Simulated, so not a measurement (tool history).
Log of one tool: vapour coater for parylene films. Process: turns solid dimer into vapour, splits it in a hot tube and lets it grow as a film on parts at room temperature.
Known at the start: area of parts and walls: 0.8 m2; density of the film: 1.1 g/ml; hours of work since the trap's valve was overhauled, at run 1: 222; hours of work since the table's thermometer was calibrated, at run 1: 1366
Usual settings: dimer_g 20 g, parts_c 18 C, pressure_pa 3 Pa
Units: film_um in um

run,day,dimer_g,parts_c,pressure_pa,hours of work since the trap's valve was overhauled,hours of work since the table's thermometer was calibrated,film_um
1,0,20,18,3,222,1366,16.21
2,1.05,20,18,3,242,1385,16.36
3,1.871,20,18,3,257,1400,16.01
4,2.675,20,18,3,272,1415,16.11
5,3.862,20,18,3,294,1437,15.96
6,5.462,20,18,3.81,323,1466,15.17
7,6.958,20,18,3.81,350,1494,15.05
8,8.05,20,18,3,371,1514,15.46
9,9.196,13,18,3,392,1535,9.92
10,10.642,20,18,3,418,1562,15.22
11,12.129,20,18,3,446,1589,15.04
12,13.933,20,18,3,479,1622,14.97
13,14.725,20,18,3,493,1637,14.89
# day 15.546: trap's valve overhauled
14,16.479,20,18,3,17,1666,17.61
15,17.975,20,18,3,45,1693,17.17
16,19.65,20,18,3,76,1724,17.05
17,20.533,20,18,3,92,1741,17.05
18,22.212,20,18,3,123,1771,16.74
19,23.146,20,18,3,140,1789,16.83
20,24.771,20,18,3,170,1818,16.32
21,26.067,20,18,3,194,1842,16.35
22,27.283,20,18,3,216,1865,16.29
23,28.325,20,10,3,235,1884,19.83
24,29.592,20,18,3,258,1907,16.28
25,30.6,20,18,3,277,1926,15.83
26,32.146,31,18,3.11,305,1954,24.46
27,33.271,14,22,3.3,326,1975,9.82
# day 34.579: table's thermometer calibrated
28,34.958,20,24,5.46,356,7,12.26
29,36.254,11,15,10.33,380,31,7.79
30,37.904,21,18,3.63,411,61,16.11
31,39.708,15,23,7.87,444,94,8.79
32,40.596,13,23,2.41,460,111,9.13
33,41.542,13,23,2.41,478,128,9.21
34,42.492,13,23,2.41,495,146,8.95
# day 43.167: trap's valve overhauled
35,44.221,10,18,3.32,19,174,8.7
36,45.346,13,18,3,40,195,11.32
37,46.192,13,18,3,56,211,11.22
38,47.938,27,19,3,88,243,23.08
39,49.529,27,19,3,117,272,22.76
40,51.371,27,19,3,151,306,22.73
41,52.896,20,10,3,179,334,20.65
42,54.175,20,26,4.82,203,357,12.7
43,55.775,10,18,5.75,232,387,7.48
44,57.471,30,23,3,263,418,21.53
45,58.7,20,11,4.75,286,441,17.95
46,60.012,33,28,9.87,310,465,17.13
47,61.175,20,20,3,331,486,15.11
48,62.138,20,12,9.88,349,504,15.37

Forecast each of these 3 alternatives for the next run:
A,63.833,13,13,3.03,380,535,?
B,63.833,15,14,3.74,380,535,?
C,63.833,9,28,4.48,380,535,?

run,film_um
A,11.81
B,12.86
C,5.12
Without the tool's hidden state the same runs would have given:
run,film_um
A,13.35
B,14.54
C,5.79
